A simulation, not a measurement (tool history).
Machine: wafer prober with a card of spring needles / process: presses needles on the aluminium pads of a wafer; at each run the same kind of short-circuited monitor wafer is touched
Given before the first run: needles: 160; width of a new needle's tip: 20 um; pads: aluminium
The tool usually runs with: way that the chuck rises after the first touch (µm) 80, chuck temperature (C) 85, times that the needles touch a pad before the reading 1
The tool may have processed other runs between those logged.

run,hour,way that the chuck rises after the first touch (µm),chuck temperature (C),times that the needles touch a pad before the reading,resistance of one needle with its contact and lead (mohm),way that a needle slides on the pad (µm)
1,0,80,85,1,207,12.13
# hour 4.7: tips cleaned on abrasive film
# hour 10.5: tips cleaned on abrasive film
# hour 16.7: tips cleaned on abrasive film
2,19.6,80,85,2,206,12.17
# hour 22.1: tips cleaned on abrasive film
# hour 28.5: tips cleaned on abrasive film
3,33.7,80,85,2,213,12.2
# hour 35: tips cleaned on abrasive film
# hour 40.4: tips cleaned on abrasive film
4,43,80,85,1,208,12.25
# hour 46.9: tips cleaned on abrasive film
# hour 47.2: height of the first contact set anew
# hour 53.1: tips cleaned on abrasive film
# hour 59.6: tips cleaned on abrasive film
5,59.6,80,85,1,212,12.15
# hour 65.8: tips cleaned on abrasive film
# hour 72.1: tips cleaned on abrasive film
6,75,80,85,1,210,12.23
# hour 77.5: tips cleaned on abrasive film
# hour 83.4: tips cleaned on abrasive film
# hour 89.3: tips cleaned on abrasive film
7,90.8,80,85,1,211,12.23
# hour 95.6: tips cleaned on abrasive film
8,99.8,80,85,1,209,12.23
# hour 102: tips cleaned on abrasive film
# hour 107.4: tips cleaned on abrasive film
# hour 113.3: tips cleaned on abrasive film
9,117.1,80,85,1,209,12.28
# hour 119.8: tips cleaned on abrasive film
# hour 126.2: tips cleaned on abrasive film
# hour 132.8: tips cleaned on abrasive film
10,136,76,85,1,213,11.69
# hour 139.4: tips cleaned on abrasive film
# hour 145.4: tips cleaned on abrasive film
11,148.7,76,85,1,215,11.66
# hour 151.4: tips cleaned on abrasive film
# hour 157.4: tips cleaned on abrasive film
12,157.5,76,85,1,211,11.7
# hour 163.2: tips cleaned on abrasive film
# hour 169.9: tips cleaned on abrasive film
# hour 176.1: tips cleaned on abrasive film
13,177.3,80,85,1,208,12.28
# hour 182.4: tips cleaned on abrasive film
# hour 183.5: height of the first contact set anew
# hour 188.6: tips cleaned on abrasive film
14,190,80,85,1,210,12.33
# hour 195.1: tips cleaned on abrasive film
15,198.2,80,85,1,210,12.33
# hour 200.5: tips cleaned on abrasive film
# hour 207.1: tips cleaned on abrasive film
# hour 213.2: tips cleaned on abrasive film
16,215.1,69,85,1,212,10.64
# hour 219.2: tips cleaned on abrasive film
# hour 224.8: tips cleaned on abrasive film
# hour 230.7: tips cleaned on abrasive film
17,230.9,80,33,3,197,12.39
# hour 236.7: tips cleaned on abrasive film
# hour 242.5: tips cleaned on abrasive film
18,242.5,88,103,2,211,13.63
# hour 248.6: tips cleaned on abrasive film
# hour 255: tips cleaned on abrasive film
19,260.2,88,103,2,208,13.61
# hour 261.6: tips cleaned on abrasive film
# hour 267.7: tips cleaned on abrasive film
# hour 273.1: tips cleaned on abrasive film
20,275.7,67,73,1,213,10.4
# hour 279.5: tips cleaned on abrasive film
# hour 285.6: tips cleaned on abrasive film
# hour 291.8: tips cleaned on abrasive film
21,295.4,80,125,2,219,12.43
# hour 297.9: tips cleaned on abrasive film
# hour 304: tips cleaned on abrasive film
# hour 309.8: tips cleaned on abrasive film
22,313.1,69,65,2,208,10.7

What will run 23 give?
# hour 316.4: tips cleaned on abrasive film
# hour 320.2: height of the first contact set anew
# hour 322.9: tips cleaned on abrasive film
# hour 329.5: tips cleaned on abrasive film
23,332.4,72,65,2,?,?

resistance of one needle with its contact and lead (mohm): 207
way that a needle slides on the pad (µm): 11.21
On a tool with no hidden condition, and with the same random variation, this run would have come out at resistance of one needle with its contact and lead (mohm) 207, way that a needle slides on the pad (µm) 10.98.
